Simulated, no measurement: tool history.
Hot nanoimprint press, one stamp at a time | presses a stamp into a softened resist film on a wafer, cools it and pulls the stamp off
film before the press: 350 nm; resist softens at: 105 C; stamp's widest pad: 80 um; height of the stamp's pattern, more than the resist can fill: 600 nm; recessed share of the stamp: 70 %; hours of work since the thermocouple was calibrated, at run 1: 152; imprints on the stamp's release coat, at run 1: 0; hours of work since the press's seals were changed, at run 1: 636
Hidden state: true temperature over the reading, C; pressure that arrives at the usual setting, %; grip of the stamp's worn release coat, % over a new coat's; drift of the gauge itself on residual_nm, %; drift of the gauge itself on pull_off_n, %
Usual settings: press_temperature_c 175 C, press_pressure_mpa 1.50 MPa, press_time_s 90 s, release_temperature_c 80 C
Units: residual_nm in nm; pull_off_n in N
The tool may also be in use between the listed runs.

run,hour,press_temperature_c,press_pressure_mpa,press_time_s,release_temperature_c,hours of work since the thermocouple was calibrated,imprints on the stamp's release coat,hours of work since the press's seals were changed,residual_nm,pull_off_n
1,0.0,175,1.50,90,80,152,0,636,147.6,115
2,18.4,175,1.50,90,80,161,59,645,146.7,113
3,43.7,175,1.50,94,80,173,139,657,145.4,118
4,69.1,175,1.04,90,80,185,219,669,177.7,114
5,100.8,175,1.50,90,80,200,319,684,146.0,114
6,133.0,175,1.55,90,80,215,421,699,144.0,116
7,151.4,172,1.55,90,80,224,479,708,163.3,115
8,175.5,172,1.55,90,80,235,555,719,163.0,114
9,203.3,172,1.55,90,80,249,643,732,160.6,115
10,220.3,172,1.55,90,80,257,697,740,161.7,116
11,242.1,172,1.55,90,80,267,765,751,162.2,116
12,262.9,175,1.59,90,80,277,831,761,139.9,113
# hour 284.6: stamp cleaned and given a new release coat
13,286.1,175,1.59,90,80,285,4,769,139.0,112
14,311.8,175,1.59,90,80,297,86,781,140.1,114
15,344.6,175,1.59,90,80,313,190,797,140.5,115
16,377.2,175,1.13,79,80,328,292,812,174.6,116
17,405.2,163,2.17,104,80,342,381,825,192.7,118
18,424.1,163,2.17,104,80,351,441,834,191.8,116
19,438.3,163,2.17,104,80,357,486,841,192.8,115
20,458.5,176,2.39,90,85,367,549,851,106.3,106
21,489.2,176,2.39,90,85,381,646,865,107.1,106
22,508.3,175,1.10,105,80,391,707,874,160.0,115
23,528.3,175,1.10,105,80,400,770,884,159.5,116
# hour 552.0: gauge calibrated
24,557.2,175,0.92,90,67,414,861,898,189.6,137
# hour 568.4: stamp cleaned and given a new release coat
# hour 585.0: plate thermocouple calibrated
25,595.5,175,0.92,90,67,5,76,912,186.6,137
26,618.1,185,1.48,90,80,16,147,922,98.7,114
27,642.1,185,1.48,90,80,27,223,934,97.8,115
28,666.5,166,1.50,80,83,39,300,945,219.7,107
29,700.8,170,1.24,90,80,55,409,962,196.9,114
30,729.6,170,1.24,90,80,69,500,975,197.8,112

Hidden state at the last listed run before each entry between runs and at the first one after, where it differs:
Between runs 12 and 13: stamp cleaned and given a new release coat (hour 284.6)
  pressure that arrives at the usual setting, %: 99.95 -> 99.94; grip of the stamp's worn release coat, % over a new coat's: 0.2 -> 0; drift of the gauge itself on residual_nm, %: -1.41 -> -1.51
  measured less the result without the state, residual_nm: -1.9 -> -2.0 nm
Between runs 23 and 24: gauge calibrated (hour 552.0)
  drift of the gauge itself on residual_nm, %: -2.81 -> -0.03
  measured less the result without the state, residual_nm: -4.4 -> +0.1 nm
Between runs 24 and 25: stamp cleaned and given a new release coat (hour 568.4); plate thermocouple calibrated (hour 585.0)
  true temperature over the reading, C: -0.02 -> 0; pressure that arrives at the usual setting, %: 99.94 -> 99.93; grip of the stamp's worn release coat, % over a new coat's: 0.2 -> 0; drift of the gauge itself on residual_nm, %: -0.03 -> -0.19
  measured less the result without the state, residual_nm: +0.1 -> -0.4 nm

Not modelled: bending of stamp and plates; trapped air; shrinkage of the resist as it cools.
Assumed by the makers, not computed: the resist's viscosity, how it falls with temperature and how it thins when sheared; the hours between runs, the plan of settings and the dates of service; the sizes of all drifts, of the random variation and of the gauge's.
